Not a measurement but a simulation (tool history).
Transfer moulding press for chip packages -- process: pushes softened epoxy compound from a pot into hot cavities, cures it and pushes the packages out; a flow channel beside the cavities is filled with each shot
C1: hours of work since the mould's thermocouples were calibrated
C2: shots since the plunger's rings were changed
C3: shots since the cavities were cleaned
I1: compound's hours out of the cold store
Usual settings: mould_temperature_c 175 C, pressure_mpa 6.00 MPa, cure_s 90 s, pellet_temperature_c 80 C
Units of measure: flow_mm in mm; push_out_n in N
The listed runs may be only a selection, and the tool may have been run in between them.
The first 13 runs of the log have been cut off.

run 14 day=3.717 | mould_temperature_c=175 pressure_mpa=6.00 cure_s=83 pellet_temperature_c=80 | C1=59 C2=2686 C3=372 | I1=39.2 | flow_mm=480 push_out_n=723
run 15 day=4.062 | mould_temperature_c=175 pressure_mpa=6.00 cure_s=83 pellet_temperature_c=80 | C1=64 C2=2782 C3=468 | I1=28.2 | flow_mm=496 push_out_n=743
run 16 day=4.450 | mould_temperature_c=175 pressure_mpa=6.00 cure_s=83 pellet_temperature_c=80 | C1=71 C2=2890 C3=576 | I1=21.5 | flow_mm=509 push_out_n=837
run 17 day=4.729 | mould_temperature_c=167 pressure_mpa=5.23 cure_s=111 pellet_temperature_c=86 | C1=75 C2=2967 C3=653 | I1=13.7 | flow_mm=510 push_out_n=736
-- day=4.858 cavities cleaned with cleaning compound and waxed
run 18 day=5.162 | mould_temperature_c=174 pressure_mpa=5.24 cure_s=97 pellet_temperature_c=76 | C1=81 C2=3070 C3=84 | I1=28.8 | flow_mm=460 push_out_n=477
run 19 day=5.371 | mould_temperature_c=174 pressure_mpa=5.24 cure_s=97 pellet_temperature_c=76 | C1=84 C2=3128 C3=142 | I1=24.2 | flow_mm=469 push_out_n=497
run 20 day=5.717 | mould_temperature_c=174 pressure_mpa=5.24 cure_s=97 pellet_temperature_c=76 | C1=89 C2=3224 C3=238 | I1=9.7 | flow_mm=491 push_out_n=527
run 21 day=6.075 | mould_temperature_c=175 pressure_mpa=6.00 cure_s=90 pellet_temperature_c=87 | C1=95 C2=3323 C3=337 | I1=30.8 | flow_mm=482 push_out_n=588
run 22 day=6.438 | mould_temperature_c=175 pressure_mpa=6.00 cure_s=86 pellet_temperature_c=80 | C1=100 C2=3424 C3=438 | I1=33.3 | flow_mm=485 push_out_n=683
run 23 day=6.829 | mould_temperature_c=175 pressure_mpa=6.00 cure_s=86 pellet_temperature_c=80 | C1=107 C2=3533 C3=547 | I1=15.7 | flow_mm=519 push_out_n=735
run 24 day=7.092 | mould_temperature_c=175 pressure_mpa=6.00 cure_s=86 pellet_temperature_c=80 | C1=111 C2=3606 C3=620 | I1=37.0 | flow_mm=484 push_out_n=725
-- day=7.338 cavities cleaned with cleaning compound and waxed
run 25 day=7.458 | mould_temperature_c=168 pressure_mpa=5.51 cure_s=77 pellet_temperature_c=80 | C1=115 C2=3690 C3=34 | I1=9.4 | flow_mm=523 push_out_n=1231
run 26 day=7.667 | mould_temperature_c=167 pressure_mpa=5.41 cure_s=77 pellet_temperature_c=80 | C1=119 C2=3748 C3=92 | I1=22.8 | flow_mm=495 push_out_n=1292
run 27 day=8.038 | mould_temperature_c=173 pressure_mpa=6.00 cure_s=86 pellet_temperature_c=80 | C1=124 C2=3851 C3=195 | I1=45.3 | flow_mm=465 push_out_n=651

Predict the results of run 28:
run 28 day=8.308 | mould_temperature_c=182 pressure_mpa=5.33 cure_s=115 pellet_temperature_c=80 | C1=129 C2=3926 C3=270 | I1=9.4 | flow_mm=? push_out_n=?

{"run 28": {"flow_mm": 478, "push_out_n": 450}}
Take away the tool's hidden state, keep the run-to-run variation as it was, and the same run would have given flow_mm 506 mm, push_out_n 339 N.
